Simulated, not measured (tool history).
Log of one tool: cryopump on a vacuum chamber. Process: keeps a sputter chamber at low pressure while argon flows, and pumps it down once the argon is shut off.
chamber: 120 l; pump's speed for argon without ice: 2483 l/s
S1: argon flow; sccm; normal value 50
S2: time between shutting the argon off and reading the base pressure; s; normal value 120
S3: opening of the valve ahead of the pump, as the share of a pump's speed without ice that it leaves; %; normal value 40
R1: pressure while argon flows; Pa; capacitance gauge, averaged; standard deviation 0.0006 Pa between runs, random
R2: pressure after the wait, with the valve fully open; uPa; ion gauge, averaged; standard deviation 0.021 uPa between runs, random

run 1 hour=0.0 | S1=50 S2=120 S3=40 | R1=0.0874 R2=1.19
run 2 hour=34.5 | S1=50 S2=38 S3=40 | R1=0.0878 R2=1.60
run 3 hour=64.9 | S1=50 S2=38 S3=40 | R1=0.0893 R2=1.66
run 4 hour=101.0 | S1=50 S2=38 S3=40 | R1=0.0873 R2=1.66
run 5 hour=139.8 | S1=27 S2=120 S3=40 | R1=0.0486 R2=1.29
run 6 hour=161.7 | S1=27 S2=120 S3=40 | R1=0.0468 R2=1.22
run 7 hour=188.2 | S1=50 S2=120 S3=21 | R1=0.1667 R2=1.31
run 8 hour=216.4 | S1=50 S2=120 S3=21 | R1=0.1665 R2=1.35
run 9 hour=255.6 | S1=50 S2=120 S3=21 | R1=0.1663 R2=1.38
run 10 hour=290.3 | S1=63 S2=120 S3=40 | R1=0.1145 R2=1.37
run 11 hour=312.2 | S1=50 S2=120 S3=40 | R1=0.0897 R2=1.38
run 12 hour=329.4 | S1=50 S2=120 S3=18 | R1=0.1942 R2=1.41
run 13 hour=349.3 | S1=50 S2=120 S3=40 | R1=0.0906 R2=1.41
run 14 hour=389.1 | S1=50 S2=120 S3=40 | R1=0.0908 R2=1.40
-- hour=408.7 leaking fittings of the chamber tightened, without venting
run 15 hour=421.9 | S1=50 S2=120 S3=40 | R1=0.0911 R2=0.40
run 16 hour=438.8 | S1=50 S2=120 S3=40 | R1=0.0910 R2=0.40
run 17 hour=464.8 | S1=50 S2=120 S3=40 | R1=0.0906 R2=0.37
run 18 hour=486.2 | S1=78 S2=142 S3=40 | R1=0.1438 R2=0.43
run 19 hour=513.0 | S1=50 S2=103 S3=57 | R1=0.0665 R2=0.44
run 20 hour=543.5 | S1=50 S2=103 S3=57 | R1=0.0678 R2=0.43
run 21 hour=570.4 | S1=50 S2=139 S3=57 | R1=0.0676 R2=0.44
run 22 hour=592.1 | S1=50 S2=139 S3=57 | R1=0.0681 R2=0.46
run 23 hour=626.8 | S1=50 S2=139 S3=57 | R1=0.0693 R2=0.43
run 24 hour=646.9 | S1=83 S2=32 S3=36 | R1=0.1716 R2=1.02
run 25 hour=672.6 | S1=94 S2=32 S3=15 | R1=0.4482 R2=1.00
run 26 hour=711.9 | S1=31 S2=29 S3=31 | R1=0.0740 R2=1.19
run 27 hour=739.4 | S1=24 S2=120 S3=40 | R1=0.0452 R2=0.56
run 28 hour=769.8 | S1=59 S2=198 S3=42 | R1=0.1067 R2=0.52
run 29 hour=799.7 | S1=59 S2=198 S3=42 | R1=0.1066 R2=0.54
run 30 hour=835.0 | S1=22 S2=81 S3=26 | R1=0.0635 R2=0.73
run 31 hour=857.5 | S1=70 S2=43 S3=37 | R1=0.1457 R2=0.96
-- hour=879.5 pump warmed up, emptied and cooled again
run 32 hour=896.8 | S1=50 S2=132 S3=24 | R1=0.1422 R2=0.54
run 33 hour=925.4 | S1=23 S2=201 S3=25 | R1=0.0630 R2=0.47

Branching from run 33: 5 alternative next runs. What would each branch give?
run A hour=952.0 | S1=23 S2=24 S3=25 | R1=? R2=?
run B hour=952.0 | S1=36 S2=60 S3=28 | R1=? R2=?
run C hour=952.0 | S1=24 S2=159 S3=24 | R1=? R2=?
run D hour=952.0 | S1=75 S2=201 S3=25 | R1=? R2=?
run E hour=952.0 | S1=23 S2=201 S3=36 | R1=? R2=?

run=A R1=0.0625 R2=1.31
run=B R1=0.0886 R2=0.76
run=C R1=0.0700 R2=0.55
run=D R1=0.2071 R2=0.54
run=E R1=0.0440 R2=0.54
With the hidden condition removed and each run's random variation left untouched, the same runs would have given:
run=A R1=0.0620 R2=1.03
run=B R1=0.0877 R2=0.48
run=C R1=0.0694 R2=0.27
run=D R1=0.2053 R2=0.26
run=E R1=0.0435 R2=0.26
